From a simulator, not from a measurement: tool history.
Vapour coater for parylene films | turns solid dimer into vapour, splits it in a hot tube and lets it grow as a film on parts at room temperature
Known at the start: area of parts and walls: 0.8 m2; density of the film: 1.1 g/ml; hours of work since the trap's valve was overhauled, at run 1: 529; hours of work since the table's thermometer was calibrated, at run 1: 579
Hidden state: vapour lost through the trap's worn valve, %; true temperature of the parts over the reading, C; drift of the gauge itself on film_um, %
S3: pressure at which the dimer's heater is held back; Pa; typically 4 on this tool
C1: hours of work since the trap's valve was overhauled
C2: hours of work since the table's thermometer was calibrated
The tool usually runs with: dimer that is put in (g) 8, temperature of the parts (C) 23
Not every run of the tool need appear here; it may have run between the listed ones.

Run 1, hour 0: usual settings; C1 529; C2 579. Result: thickness of the film (µm) 4.67.
Run 2, hour 15.6: usual settings; C1 541; C2 591. Result: thickness of the film (µm) 4.69.
Run 3, hour 29.9: usual settings but dimer that is put in (g) 7; C1 553; C2 603. Result: thickness of the film (µm) 4.1.
Run 4, hour 47.9: usual settings but dimer that is put in (g) 7; C1 567; C2 617. Result: thickness of the film (µm) 4.05.
Run 5, hour 68.6: usual settings; C1 584; C2 634. Result: thickness of the film (µm) 4.67.
Run 6, hour 82.8: usual settings; C1 595; C2 646. Result: thickness of the film (µm) 4.61.
Run 7, hour 104.4: usual settings but temperature of the parts (C) 31; C1 613; C2 663. Result: thickness of the film (µm) 3.8.
At hour 110.6: trap's valve overhauled.
Run 8, hour 129.9: usual settings; C1 15; C2 680. Result: thickness of the film (µm) 5.12.
Run 9, hour 156.4: usual settings; C1 37; C2 702. Result: thickness of the film (µm) 5.15.
Run 10, hour 177.8: usual settings; C1 54; C2 719. Result: thickness of the film (µm) 5.12.
Run 11, hour 208.6: usual settings but dimer that is put in (g) 12; C1 79; C2 743. Result: thickness of the film (µm) 7.59.
Run 12, hour 224.1: usual settings but dimer that is put in (g) 13; C1 91; C2 756. Result: thickness of the film (µm) 8.22.
Run 13, hour 240.7: usual settings but dimer that is put in (g) 13; C1 105; C2 769. Result: thickness of the film (µm) 8.18.
Run 14, hour 268.7: usual settings but dimer that is put in (g) 13; C1 127; C2 792. Result: thickness of the film (µm) 8.16.
Run 15, hour 284.5: usual settings but dimer that is put in (g) 13; C1 140; C2 804. Result: thickness of the film (µm) 8.29.
Run 16, hour 303.8: usual settings but dimer that is put in (g) 6; C1 155; C2 820. Result: thickness of the film (µm) 3.76.
Run 17, hour 321.3: usual settings but temperature of the parts (C) 21; C1 169; C2 834. Result: thickness of the film (µm) 5.25.
Run 18, hour 338.1: usual settings but temperature of the parts (C) 21; C1 183; C2 848. Result: thickness of the film (µm) 5.23.
Run 19, hour 368.3: usual settings but temperature of the parts (C) 26; C1 207; C2 872. Result: thickness of the film (µm) 4.53.
Run 20, hour 387.9: usual settings but dimer that is put in (g) 3, temperature of the parts (C) 26; C1 223; C2 888. Result: thickness of the film (µm) 1.75.
Run 21, hour 407.8: usual settings; C1 239; C2 904. Result: thickness of the film (µm) 4.85.
Run 22, hour 437.4: usual settings; C1 263; C2 927. Result: thickness of the film (µm) 4.92.
Run 23, hour 461.5: usual settings but dimer that is put in (g) 5; C1 282; C2 947. Result: thickness of the film (µm) 3.08.
Run 24, hour 476.1: usual settings but dimer that is put in (g) 5; C1 294; C2 959. Result: thickness of the film (µm) 3.06.
Run 25, hour 505.3: usual settings but dimer that is put in (g) 5, temperature of the parts (C) 18, S3 9.92 Pa; C1 317; C2 982. Result: thickness of the film (µm) 3.25.
Run 26, hour 525.5: usual settings but dimer that is put in (g) 10, temperature of the parts (C) 17, S3 6.5 Pa; C1 334; C2 998. Result: thickness of the film (µm) 6.85.
Run 27, hour 554: usual settings but dimer that is put in (g) 10, temperature of the parts (C) 34, S3 6.5 Pa; C1 357; C2 1021. Result: thickness of the film (µm) 4.45.
Run 28, hour 586.8: usual settings but dimer that is put in (g) 3, temperature of the parts (C) 34, S3 5.82 Pa; C1 383; C2 1048. Result: thickness of the film (µm) 1.35.
Run 29, hour 618.3: usual settings but dimer that is put in (g) 13, temperature of the parts (C) 29, S3 5.82 Pa; C1 408; C2 1073. Result: thickness of the film (µm) 6.53.
Run 30, hour 649: usual settings but dimer that is put in (g) 7, temperature of the parts (C) 29, S3 5.82 Pa; C1 433; C2 1098. Result: thickness of the film (µm) 3.49.
Run 31, hour 672.6: usual settings but dimer that is put in (g) 4, temperature of the parts (C) 17, S3 2.48 Pa; C1 452; C2 1117. Result: thickness of the film (µm) 2.86.
Run 32, hour 689.5: usual settings but dimer that is put in (g) 4, temperature of the parts (C) 28, S3 10.63 Pa; C1 466; C2 1130. Result: thickness of the film (µm) 1.99.
Run 33, hour 720: usual settings but dimer that is put in (g) 4, temperature of the parts (C) 28, S3 10.63 Pa; C1 490; C2 1155. Result: thickness of the film (µm) 2.
Run 34, hour 744.3: usual settings but dimer that is put in (g) 9, temperature of the parts (C) 17, S3 2.05 Pa; C1 510; C2 1174. Result: thickness of the film (µm) 6.42.
Run 35, hour 767.4: usual settings but dimer that is put in (g) 12; C1 528; C2 1193. Result: thickness of the film (µm) 7.02.
Run 36, hour 782.3: usual settings but dimer that is put in (g) 14; C1 540; C2 1205. Result: thickness of the film (µm) 8.22.
Run 37, hour 812.8: usual settings but dimer that is put in (g) 5, temperature of the parts (C) 34, S3 9.09 Pa; C1 565; C2 1229. Result: thickness of the film (µm) 2.11.
Run 38, hour 826.4: usual settings but dimer that is put in (g) 5, temperature of the parts (C) 34, S3 9.09 Pa; C1 576; C2 1240. Result: thickness of the film (µm) 2.08.
Run 39, hour 853.8: usual settings but dimer that is put in (g) 7, temperature of the parts (C) 16, S3 2.13 Pa; C1 598; C2 1262. Result: thickness of the film (µm) 5.06.
At hour 877.4: trap's valve overhauled.
Run 40, hour 888.9: usual settings but dimer that is put in (g) 6, temperature of the parts (C) 16, S3 9.19 Pa; C1 9; C2 1287. Result: thickness of the film (µm) 4.39.
Run 41, hour 915.8: usual settings but dimer that is put in (g) 5; C1 31; C2 1309. Result: thickness of the film (µm) 3.2.
Run 42, hour 936.1: usual settings but dimer that is put in (g) 7, temperature of the parts (C) 18, S3 3.45 Pa; C1 47; C2 1325. Result: thickness of the film (µm) 5.16.
Run 43, hour 961.2: usual settings but dimer that is put in (g) 6, S3 5.8 Pa; C1 67; C2 1346. Result: thickness of the film (µm) 3.74.
Run 44, hour 993.9: usual settings but dimer that is put in (g) 6, S3 5.8 Pa; C1 94; C2 1372. Result: thickness of the film (µm) 3.76.
Run 45, hour 1008.9: usual settings but dimer that is put in (g) 4, temperature of the parts (C) 20, S3 7.74 Pa; C1 106; C2 1384. Result: thickness of the film (µm) 2.6.
Run 46, hour 1024: usual settings but dimer that is put in (g) 4, S3 5.59 Pa; C1 118; C2 1396. Result: thickness of the film (µm) 2.53.

Hidden state or all else? Some run-to-run changes of thickness of the film (µm), split into what the settings, what came in and random variation would give without the hidden state, and what is left for the hidden state (with any gauge scatter that isn't in both results):
Run 7 -> 8: temperature of the parts (C) 31 -> 23, trap's valve overhauled. thickness of the film (µm) +1.32: hidden state +0.44, all else +0.88.
Run 15 -> 16: dimer that is put in (g) 13 -> 6. thickness of the film (µm) -4.53: hidden state +0.06, all else -4.59.
Run 28 -> 29: dimer that is put in (g) 3 -> 13, temperature of the parts (C) 34 -> 29. thickness of the film (µm) +5.18: hidden state -0.33, all else +5.51.
Run 36 -> 37: dimer that is put in (g) 14 -> 5, temperature of the parts (C) 23 -> 34, S3 4 -> 9.09. thickness of the film (µm) -6.11: hidden state +0.51, all else -6.62.
Run 39 -> 40: dimer that is put in (g) 7 -> 6, S3 2.13 -> 9.19, trap's valve overhauled. thickness of the film (µm) -0.67: hidden state +0.54, all else -1.21.
